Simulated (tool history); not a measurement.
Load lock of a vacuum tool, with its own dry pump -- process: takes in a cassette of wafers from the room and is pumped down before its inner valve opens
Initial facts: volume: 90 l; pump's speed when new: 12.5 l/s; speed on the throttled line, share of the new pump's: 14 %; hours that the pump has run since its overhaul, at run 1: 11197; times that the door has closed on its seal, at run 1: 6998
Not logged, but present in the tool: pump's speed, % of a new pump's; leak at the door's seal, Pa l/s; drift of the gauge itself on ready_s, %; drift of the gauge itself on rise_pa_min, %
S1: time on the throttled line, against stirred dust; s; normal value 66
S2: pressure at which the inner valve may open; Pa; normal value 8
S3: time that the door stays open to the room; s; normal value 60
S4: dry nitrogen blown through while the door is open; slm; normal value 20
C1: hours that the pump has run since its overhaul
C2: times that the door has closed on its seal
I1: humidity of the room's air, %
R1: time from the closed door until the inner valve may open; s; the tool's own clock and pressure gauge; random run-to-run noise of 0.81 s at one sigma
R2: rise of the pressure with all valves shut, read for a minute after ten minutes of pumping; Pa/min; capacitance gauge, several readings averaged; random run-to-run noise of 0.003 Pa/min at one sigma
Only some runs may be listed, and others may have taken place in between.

run    hour   S1  S2   S3  S4     C1     C2    I1     R1     R2
  1       0   66   8   60  20  11197   6998  44.5  124.7  0.019
  2    85.5   66   8   60  20  11282   7271  41.9  126.3  0.016
  3     153   66   8   60  20  11350   7487  45.2  125.6  0.021
  4   204.8   66   8   60  20  11402   7653    46  126.5   0.02
  5   260.5   66   8   60  20  11457   7831  42.7  124.7  0.017
  6   313.8   66   8   60  20  11511   8002  43.7  126.4  0.017
  7   408.9   66   8   60  20  11606   8306  45.2  124.2  0.015
  8   470.1   66   8   60  20  11667   8502    47  124.3   0.02
  9   515.4   66   8   60  20  11712   8647  47.2  125.2  0.019
 10   565.4   66   8   60  20  11762   8807  42.9  125.4  0.016
 11   615.5   66   8   60  20  11812   8967  40.8  125.3  0.012
 12   703.6   66   8  119  20  11900   9249  41.9  125.7  0.024
 13   790.1   66   8  119  20  11987   9526  43.5  125.4  0.024
 14   877.1   66   8  119  20  12074   9804  43.7  125.6  0.026
 15     955   66   8  131  20  12152  10054  46.9  125.3  0.027
 16  1033.1   66   8  131  20  12230  10304  46.3  125.6  0.032
 17  1121.5   66  10   40  10  12318  10587  46.2  123.5  0.019
 18  1179.6   66  10   40  10  12376  10773  45.1    125  0.016
 19  1220.9   37   8   60   7  12418  10905  44.2  100.4   0.03
 20  1265.3   66  13   60  20  12462  11047  43.5  121.9  0.017
 21  1342.7  107  13   60  20  12539  11294  44.4  157.5  0.015
 22  1433.6  107  13   35  20  12630  11585  43.2  158.9   0.01
 23  1476.6   91  13  214  20  12673  11723  45.8  142.7  0.043
 24  1545.1   69   8   60   5  12742  11942  45.9  127.4  0.033
 25    1596   66   8   60  22  12793  12105    45    126  0.015

What if the next run were any one of these 3? Each begins from the tool's condition after run 25:
  A  1688.4   66  16   26  28  12885  12401  42.6   ?   ?
  B  1688.4  129   8  167  20  12885  12401  48.3   ?   ?
  C  1688.4   38   7   60   6  12885  12401  47.1   ?   ?

run     R1     R2
  A  120.6  0.007
  B    178  0.041
  C  102.6  0.034
Take away the tool's hidden state, keep each run's random variation, and the runs would have read:
run     R1     R2
  A  120.4  0.007
  B  177.9  0.041
  C  102.5  0.033
